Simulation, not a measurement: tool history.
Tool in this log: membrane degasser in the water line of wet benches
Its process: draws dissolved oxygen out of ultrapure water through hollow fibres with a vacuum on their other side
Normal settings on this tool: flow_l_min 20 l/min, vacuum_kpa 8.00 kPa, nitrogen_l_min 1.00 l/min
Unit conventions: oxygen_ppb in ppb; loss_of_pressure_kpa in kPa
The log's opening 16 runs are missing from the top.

run 17 day=27.212 | flow_l_min=20 vacuum_kpa=8.00 nitrogen_l_min=1.00 | oxygen_ppb=395.3 loss_of_pressure_kpa=56.02
run 18 day=28.467 | flow_l_min=17 vacuum_kpa=8.67 nitrogen_l_min=2.21 | oxygen_ppb=226.0 loss_of_pressure_kpa=47.81
run 19 day=30.329 | flow_l_min=16 vacuum_kpa=13.83 nitrogen_l_min=0.68 | oxygen_ppb=624.3 loss_of_pressure_kpa=44.91
run 20 day=32.142 | flow_l_min=16 vacuum_kpa=13.83 nitrogen_l_min=0.68 | oxygen_ppb=626.3 loss_of_pressure_kpa=44.93
-- day=32.271 vacuum gauge calibrated
run 21 day=33.500 | flow_l_min=18 vacuum_kpa=8.59 nitrogen_l_min=0.79 | oxygen_ppb=415.9 loss_of_pressure_kpa=50.64
run 22 day=35.846 | flow_l_min=18 vacuum_kpa=8.59 nitrogen_l_min=0.79 | oxygen_ppb=418.5 loss_of_pressure_kpa=50.65
run 23 day=38.279 | flow_l_min=27 vacuum_kpa=4.98 nitrogen_l_min=1.00 | oxygen_ppb=440.5 loss_of_pressure_kpa=75.56
run 24 day=40.604 | flow_l_min=27 vacuum_kpa=4.98 nitrogen_l_min=1.00 | oxygen_ppb=442.0 loss_of_pressure_kpa=76.38
-- day=42.267 vacuum gauge calibrated, once more
run 25 day=42.271 | flow_l_min=15 vacuum_kpa=16.98 nitrogen_l_min=1.25 | oxygen_ppb=447.0 loss_of_pressure_kpa=42.26
run 26 day=44.225 | flow_l_min=15 vacuum_kpa=9.60 nitrogen_l_min=0.54 | oxygen_ppb=448.7 loss_of_pressure_kpa=42.13
run 27 day=46.375 | flow_l_min=15 vacuum_kpa=6.47 nitrogen_l_min=0.54 | oxygen_ppb=285.6 loss_of_pressure_kpa=42.02
run 28 day=47.542 | flow_l_min=27 vacuum_kpa=9.85 nitrogen_l_min=1.00 | oxygen_ppb=657.1 loss_of_pressure_kpa=76.13
run 29 day=50.033 | flow_l_min=15 vacuum_kpa=9.85 nitrogen_l_min=2.41 | oxygen_ppb=190.0 loss_of_pressure_kpa=42.24
run 30 day=51.833 | flow_l_min=22 vacuum_kpa=15.38 nitrogen_l_min=1.00 | oxygen_ppb=746.3 loss_of_pressure_kpa=62.10
run 31 day=54.288 | flow_l_min=20 vacuum_kpa=7.06 nitrogen_l_min=0.93 | oxygen_ppb=350.5 loss_of_pressure_kpa=56.50
run 32 day=55.479 | flow_l_min=17 vacuum_kpa=10.82 nitrogen_l_min=0.93 | oxygen_ppb=415.9 loss_of_pressure_kpa=47.77
run 33 day=57.304 | flow_l_min=17 vacuum_kpa=10.82 nitrogen_l_min=0.93 | oxygen_ppb=421.4 loss_of_pressure_kpa=48.24

3 options for the next run, each taken on its own from the tool as it stands now. Forecast them:
run A day=59.404 | flow_l_min=20 vacuum_kpa=8.00 nitrogen_l_min=2.96 | oxygen_ppb=? loss_of_pressure_kpa=?
run B day=59.404 | flow_l_min=15 vacuum_kpa=13.94 nitrogen_l_min=0.93 | oxygen_ppb=? loss_of_pressure_kpa=?
run C day=59.404 | flow_l_min=21 vacuum_kpa=14.18 nitrogen_l_min=0.95 | oxygen_ppb=? loss_of_pressure_kpa=?

run=A oxygen_ppb=252.3 loss_of_pressure_kpa=56.43
run=B oxygen_ppb=464.8 loss_of_pressure_kpa=42.59
run=C oxygen_ppb=683.6 loss_of_pressure_kpa=59.30
The same runs, with their run-to-run variation unchanged, on a tool lacking any hidden condition would have given:
run=A oxygen_ppb=241.8 loss_of_pressure_kpa=55.60
run=B oxygen_ppb=457.0 loss_of_pressure_kpa=41.96
run=C oxygen_ppb=671.6 loss_of_pressure_kpa=58.43
